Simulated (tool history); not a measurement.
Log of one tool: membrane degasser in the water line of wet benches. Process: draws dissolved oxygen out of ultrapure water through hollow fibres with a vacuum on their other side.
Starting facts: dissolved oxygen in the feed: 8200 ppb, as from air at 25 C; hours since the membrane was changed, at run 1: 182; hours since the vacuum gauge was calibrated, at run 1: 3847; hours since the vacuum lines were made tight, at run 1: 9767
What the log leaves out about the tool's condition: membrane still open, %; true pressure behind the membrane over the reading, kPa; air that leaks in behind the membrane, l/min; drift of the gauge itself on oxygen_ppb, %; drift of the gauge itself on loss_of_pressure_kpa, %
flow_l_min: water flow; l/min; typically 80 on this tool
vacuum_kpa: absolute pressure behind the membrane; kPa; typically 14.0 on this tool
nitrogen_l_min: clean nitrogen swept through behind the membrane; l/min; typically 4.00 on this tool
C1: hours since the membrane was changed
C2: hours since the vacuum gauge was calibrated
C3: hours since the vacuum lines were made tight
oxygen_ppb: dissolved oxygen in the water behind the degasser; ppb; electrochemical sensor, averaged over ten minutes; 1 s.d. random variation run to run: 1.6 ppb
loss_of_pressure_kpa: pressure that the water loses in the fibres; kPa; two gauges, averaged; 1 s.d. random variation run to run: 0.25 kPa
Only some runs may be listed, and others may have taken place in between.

{"run": 1, "hour": 0.0, "flow_l_min": 80, "vacuum_kpa": 14.0, "nitrogen_l_min": 4.0, "C1": 182, "C2": 3847, "C3": 9767, "oxygen_ppb": 466.7, "loss_of_pressure_kpa": 68.92}
{"run": 2, "hour": 87.4, "flow_l_min": 80, "vacuum_kpa": 14.0, "nitrogen_l_min": 4.0, "C1": 269, "C2": 3934, "C3": 9854, "oxygen_ppb": 464.6, "loss_of_pressure_kpa": 69.09}
{"run": 3, "hour": 143.9, "flow_l_min": 80, "vacuum_kpa": 14.0, "nitrogen_l_min": 4.0, "C1": 326, "C2": 3991, "C3": 9911, "oxygen_ppb": 465.1, "loss_of_pressure_kpa": 68.88}
{"run": 4, "hour": 207.7, "flow_l_min": 80, "vacuum_kpa": 14.0, "nitrogen_l_min": 4.0, "C1": 390, "C2": 4054, "C3": 9974, "oxygen_ppb": 465.8, "loss_of_pressure_kpa": 68.62}
{"run": 5, "hour": 247.8, "flow_l_min": 80, "vacuum_kpa": 14.0, "nitrogen_l_min": 4.0, "C1": 430, "C2": 4094, "C3": 10015, "oxygen_ppb": 465.4, "loss_of_pressure_kpa": 68.74}
{"run": 6, "hour": 320.7, "flow_l_min": 80, "vacuum_kpa": 14.0, "nitrogen_l_min": 4.0, "C1": 503, "C2": 4167, "C3": 10087, "oxygen_ppb": 464.1, "loss_of_pressure_kpa": 68.78}
{"run": 7, "hour": 370.2, "flow_l_min": 80, "vacuum_kpa": 14.0, "nitrogen_l_min": 4.0, "C1": 552, "C2": 4217, "C3": 10137, "oxygen_ppb": 462.6, "loss_of_pressure_kpa": 68.63}
{"run": 8, "hour": 460.3, "flow_l_min": 80, "vacuum_kpa": 14.0, "nitrogen_l_min": 4.0, "C1": 642, "C2": 4307, "C3": 10227, "oxygen_ppb": 467.1, "loss_of_pressure_kpa": 68.95}
{"run": 9, "hour": 508.4, "flow_l_min": 80, "vacuum_kpa": 14.0, "nitrogen_l_min": 4.0, "C1": 690, "C2": 4355, "C3": 10275, "oxygen_ppb": 467.5, "loss_of_pressure_kpa": 69.03}
{"run": 10, "hour": 567.7, "flow_l_min": 80, "vacuum_kpa": 14.0, "nitrogen_l_min": 2.81, "C1": 750, "C2": 4414, "C3": 10335, "oxygen_ppb": 618.9, "loss_of_pressure_kpa": 68.74}
{"run": 11, "hour": 607.9, "flow_l_min": 80, "vacuum_kpa": 14.0, "nitrogen_l_min": 2.81, "C1": 790, "C2": 4455, "C3": 10375, "oxygen_ppb": 621.8, "loss_of_pressure_kpa": 68.66}
{"run": 12, "hour": 682.3, "flow_l_min": 80, "vacuum_kpa": 25.5, "nitrogen_l_min": 2.81, "C1": 864, "C2": 4529, "C3": 10449, "oxygen_ppb": 1188.9, "loss_of_pressure_kpa": 68.98}
{"run": 13, "hour": 734.1, "flow_l_min": 80, "vacuum_kpa": 25.5, "nitrogen_l_min": 2.81, "C1": 916, "C2": 4581, "C3": 10501, "oxygen_ppb": 1185.0, "loss_of_pressure_kpa": 68.42}
{"run": 14, "hour": 790.9, "flow_l_min": 80, "vacuum_kpa": 25.5, "nitrogen_l_min": 2.81, "C1": 973, "C2": 4638, "C3": 10558, "oxygen_ppb": 1193.9, "loss_of_pressure_kpa": 68.68}
{"run": 15, "hour": 851.7, "flow_l_min": 80, "vacuum_kpa": 14.0, "nitrogen_l_min": 4.0, "C1": 1034, "C2": 4698, "C3": 10618, "oxygen_ppb": 463.6, "loss_of_pressure_kpa": 69.0}
{"hour": 856.4, "done": "vacuum gauge calibrated"}
{"run": 16, "hour": 908.2, "flow_l_min": 55, "vacuum_kpa": 14.0, "nitrogen_l_min": 7.96, "C1": 1090, "C2": 52, "C3": 10675, "oxygen_ppb": 180.7, "loss_of_pressure_kpa": 47.6}
{"run": 17, "hour": 1000.2, "flow_l_min": 104, "vacuum_kpa": 12.8, "nitrogen_l_min": 4.0, "C1": 1182, "C2": 144, "C3": 10766, "oxygen_ppb": 523.8, "loss_of_pressure_kpa": 89.48}
{"run": 18, "hour": 1077.9, "flow_l_min": 80, "vacuum_kpa": 14.0, "nitrogen_l_min": 4.0, "C1": 1259, "C2": 221, "C3": 10844, "oxygen_ppb": 467.2, "loss_of_pressure_kpa": 69.15}
{"run": 19, "hour": 1123.8, "flow_l_min": 80, "vacuum_kpa": 14.0, "nitrogen_l_min": 4.0, "C1": 1305, "C2": 267, "C3": 10890, "oxygen_ppb": 466.6, "loss_of_pressure_kpa": 69.45}
{"run": 20, "hour": 1211.7, "flow_l_min": 80, "vacuum_kpa": 23.6, "nitrogen_l_min": 11.68, "C1": 1393, "C2": 355, "C3": 10978, "oxygen_ppb": 331.3, "loss_of_pressure_kpa": 68.92}
{"hour": 1239.0, "done": "vacuum gauge calibrated, once more"}
{"run": 21, "hour": 1283.7, "flow_l_min": 80, "vacuum_kpa": 23.6, "nitrogen_l_min": 2.97, "C1": 1465, "C2": 45, "C3": 11050, "oxygen_ppb": 1052.9, "loss_of_pressure_kpa": 69.09}
{"run": 22, "hour": 1333.6, "flow_l_min": 80, "vacuum_kpa": 23.6, "nitrogen_l_min": 2.97, "C1": 1515, "C2": 95, "C3": 11099, "oxygen_ppb": 1053.8, "loss_of_pressure_kpa": 69.26}
{"run": 23, "hour": 1387.9, "flow_l_min": 123, "vacuum_kpa": 18.4, "nitrogen_l_min": 7.39, "C1": 1569, "C2": 149, "C3": 11154, "oxygen_ppb": 558.0, "loss_of_pressure_kpa": 106.11}
{"run": 24, "hour": 1471.5, "flow_l_min": 108, "vacuum_kpa": 13.2, "nitrogen_l_min": 2.5, "C1": 1652, "C2": 233, "C3": 11237, "oxygen_ppb": 790.0, "loss_of_pressure_kpa": 92.88}
{"run": 25, "hour": 1560.8, "flow_l_min": 101, "vacuum_kpa": 14.0, "nitrogen_l_min": 4.0, "C1": 1742, "C2": 322, "C3": 11327, "oxygen_ppb": 558.6, "loss_of_pressure_kpa": 86.53}
{"run": 26, "hour": 1635.8, "flow_l_min": 80, "vacuum_kpa": 31.0, "nitrogen_l_min": 1.68, "C1": 1817, "C2": 397, "C3": 11402, "oxygen_ppb": 2034.7, "loss_of_pressure_kpa": 69.13}
{"run": 27, "hour": 1688.2, "flow_l_min": 80, "vacuum_kpa": 14.0, "nitrogen_l_min": 7.38, "C1": 1869, "C2": 449, "C3": 11454, "oxygen_ppb": 271.2, "loss_of_pressure_kpa": 69.07}
{"run": 28, "hour": 1768.4, "flow_l_min": 80, "vacuum_kpa": 14.0, "nitrogen_l_min": 3.85, "C1": 1949, "C2": 529, "C3": 11534, "oxygen_ppb": 476.9, "loss_of_pressure_kpa": 69.35}
{"run": 29, "hour": 1851.2, "flow_l_min": 87, "vacuum_kpa": 13.9, "nitrogen_l_min": 4.0, "C1": 2032, "C2": 612, "C3": 11617, "oxygen_ppb": 492.2, "loss_of_pressure_kpa": 75.31}

Here are 3 independent what-if runs from the current tool condition. What would each one return?
{"run": "A", "hour": 1905.9, "flow_l_min": 87, "vacuum_kpa": 13.9, "nitrogen_l_min": 2.38, "C1": 2087, "C2": 667, "C3": 11672, "oxygen_ppb": "?", "loss_of_pressure_kpa": "?"}
{"run": "B", "hour": 1905.9, "flow_l_min": 88, "vacuum_kpa": 13.9, "nitrogen_l_min": 4.0, "C1": 2087, "C2": 667, "C3": 11672, "oxygen_ppb": "?", "loss_of_pressure_kpa": "?"}
{"run": "C", "hour": 1905.9, "flow_l_min": 54, "vacuum_kpa": 22.7, "nitrogen_l_min": 4.0, "C1": 2087, "C2": 667, "C3": 11672, "oxygen_ppb": "?", "loss_of_pressure_kpa": "?"}

run=A oxygen_ppb=744.0 loss_of_pressure_kpa=75.64
run=B oxygen_ppb=494.5 loss_of_pressure_kpa=76.22
run=C oxygen_ppb=573.2 loss_of_pressure_kpa=46.71
Had the tool no hidden state, the same runs would have come out as:
run=A oxygen_ppb=742.4 loss_of_pressure_kpa=75.01
run=B oxygen_ppb=492.2 loss_of_pressure_kpa=75.59
run=C oxygen_ppb=568.0 loss_of_pressure_kpa=46.33

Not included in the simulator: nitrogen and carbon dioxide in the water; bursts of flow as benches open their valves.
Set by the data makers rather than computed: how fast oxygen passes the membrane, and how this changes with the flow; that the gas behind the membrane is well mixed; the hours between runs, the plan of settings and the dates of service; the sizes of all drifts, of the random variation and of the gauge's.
